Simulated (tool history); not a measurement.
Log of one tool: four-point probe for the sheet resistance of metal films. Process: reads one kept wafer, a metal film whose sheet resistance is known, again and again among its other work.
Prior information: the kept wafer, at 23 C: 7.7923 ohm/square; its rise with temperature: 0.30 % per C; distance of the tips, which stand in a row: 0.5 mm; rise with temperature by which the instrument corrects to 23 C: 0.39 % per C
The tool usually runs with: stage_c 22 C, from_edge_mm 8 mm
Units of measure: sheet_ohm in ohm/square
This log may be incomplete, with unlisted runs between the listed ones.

Run 1, hour 0.0: usual settings. Result: sheet_ohm 7.842404 ohm/square.
Run 2, hour 25.3: usual settings but from_edge_mm 10 mm. Result: sheet_ohm 7.837142 ohm/square.
Run 3, hour 65.6: usual settings but from_edge_mm 10 mm. Result: sheet_ohm 7.839895 ohm/square.
Run 4, hour 96.7: usual settings but from_edge_mm 10 mm. Result: sheet_ohm 7.836769 ohm/square.
Run 5, hour 136.0: usual settings but from_edge_mm 10 mm. Result: sheet_ohm 7.843139 ohm/square.
Run 6, hour 167.6: usual settings but stage_c 20 C. Result: sheet_ohm 7.862754 ohm/square.
Run 7, hour 203.0: usual settings but from_edge_mm 5 mm. Result: sheet_ohm 7.872682 ohm/square.
Run 8, hour 230.9: usual settings but from_edge_mm 5 mm. Result: sheet_ohm 7.875190 ohm/square.
Run 9, hour 276.4: usual settings but from_edge_mm 5 mm. Result: sheet_ohm 7.875343 ohm/square.
Run 10, hour 318.1: usual settings but stage_c 34 C, from_edge_mm 45 mm. Result: sheet_ohm 7.744728 ohm/square.
Run 11, hour 341.9: usual settings but stage_c 25 C, from_edge_mm 45 mm. Result: sheet_ohm 7.812402 ohm/square.
Run 12, hour 376.0: usual settings but stage_c 28 C, from_edge_mm 48 mm. Result: sheet_ohm 7.791333 ohm/square.
Run 13, hour 430.5: usual settings but from_edge_mm 16 mm. Result: sheet_ohm 7.844617 ohm/square.
Run 14, hour 479.7: usual settings but from_edge_mm 16 mm. Result: sheet_ohm 7.845579 ohm/square.
Run 15, hour 503.1: usual settings but stage_c 24 C, from_edge_mm 7 mm. Result: sheet_ohm 7.846528 ohm/square.
Run 16, hour 529.8: usual settings but stage_c 24 C, from_edge_mm 7 mm. Result: sheet_ohm 7.847844 ohm/square.
Run 17, hour 571.2: usual settings but stage_c 24 C, from_edge_mm 7 mm. Result: sheet_ohm 7.846264 ohm/square.

Per-run results on a tool with no hidden state, each run keeping its own random variation:
Hidden state present: inner tips' distance over the nominal, %; tips' flats over new ones', %; wafer's true temperature over the reading, C; drift of the gauge itself on sheet_ohm, %.
run  sheet_ohm
  1   7.815491
  2   7.809565
  3   7.811315
  4   7.807341
  5   7.812674
  6   7.831396
  7   7.840269
  8   7.841986
  9   7.840965
 10   7.710003
 11   7.776559
 12   7.754778
 13   7.806261
 14   7.805947
 15   7.806296
 16   7.806887
 17   7.804343

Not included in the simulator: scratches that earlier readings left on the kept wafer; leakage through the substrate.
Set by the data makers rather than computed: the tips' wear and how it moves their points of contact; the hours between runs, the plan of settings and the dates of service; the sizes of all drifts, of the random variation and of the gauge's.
